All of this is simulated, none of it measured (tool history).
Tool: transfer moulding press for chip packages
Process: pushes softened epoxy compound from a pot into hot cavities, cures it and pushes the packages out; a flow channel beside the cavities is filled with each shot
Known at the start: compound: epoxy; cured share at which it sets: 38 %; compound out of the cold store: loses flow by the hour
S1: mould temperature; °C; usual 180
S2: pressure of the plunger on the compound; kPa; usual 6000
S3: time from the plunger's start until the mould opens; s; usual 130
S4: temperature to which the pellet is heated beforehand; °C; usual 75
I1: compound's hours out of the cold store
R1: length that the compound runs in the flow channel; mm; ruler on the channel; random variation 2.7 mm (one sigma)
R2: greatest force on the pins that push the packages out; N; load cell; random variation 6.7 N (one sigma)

run	day	S1	S2	S3	S4	I1	R1	R2
1	0.000	180	6000	130	75	19.3	908	275
2	2.838	180	6000	130	75	16.4	915	257
# day 3.738: cavities cleaned with cleaning compound and waxed
3	6.117	180	6000	130	75	43.5	845	263
# day 7.588: cavities cleaned with cleaning compound and waxed
4	8.554	180	6000	130	75	13.8	920	274
# day 10.046: plunger's sealing rings changed
5	10.142	180	6000	130	75	24.1	889	275
# day 11.396: cavities cleaned with cleaning compound and waxed
6	11.575	176	6000	130	75	45.5	849	325
7	13.071	176	6000	130	75	12.6	937	354
# day 15.154: cavities cleaned with cleaning compound and waxed
8	15.604	176	6000	130	75	19.3	918	350
9	17.404	176	6000	130	75	17.3	921	350
# day 18.933: cavities cleaned with cleaning compound and waxed
10	19.229	180	6000	130	75	28.2	885	273
11	20.862	180	6000	130	75	39.5	850	260
# day 22.750: cavities cleaned with cleaning compound and waxed
12	24.004	180	6000	130	75	33.7	866	265
13	25.975	180	6000	130	75	21.6	897	258
# day 26.667: cavities cleaned with cleaning compound and waxed
14	28.475	180	6000	130	75	31.2	876	274
# day 30.338: plunger's sealing rings changed
# day 30.692: cavities cleaned with cleaning compound and waxed
15	31.562	173	6000	130	70	12.7	942	436
# day 34.504: cavities cleaned with cleaning compound and waxed
16	34.738	187	6000	153	84	36.1	847	178
17	37.267	187	6000	153	84	34.0	849	193
# day 38.221: cavities cleaned with cleaning compound and waxed
# day 38.771: mould's thermocouples calibrated
18	39.092	182	6850	165	65	41.5	902	194
19	40.417	182	6850	165	65	12.3	981	193
# day 42.100: cavities cleaned with cleaning compound and waxed
20	43.300	182	6850	165	65	44.5	889	196
21	44.738	188	5350	120	65	12.6	848	206
# day 45.862: cavities cleaned with cleaning compound and waxed
22	46.225	188	5350	120	65	41.6	784	203
23	48.171	188	5350	120	65	43.9	780	209
# day 49.608: cavities cleaned with cleaning compound and waxed
# day 50.812: plunger's sealing rings changed
24	51.054	188	5350	120	65	34.6	805	206
25	52.512	188	5200	151	67	39.7	779	190
# day 53.617: cavities cleaned with cleaning compound and waxed
26	54.029	175	5710	151	67	25.6	880	269

3 ways to go on from here, each from the tool as it stands after run 26. What would each give?
A	56.733	175	5710	151	71	9.4	?	?
B	56.733	181	4560	169	75	27.5	?	?
C	56.733	175	5710	143	67	26.7	?	?

run	R1	R2
A	920	285
B	769	195
C	877	311
Without the tool's hidden state the same runs would have given:
run	R1	R2
A	920	283
B	769	193
C	877	309
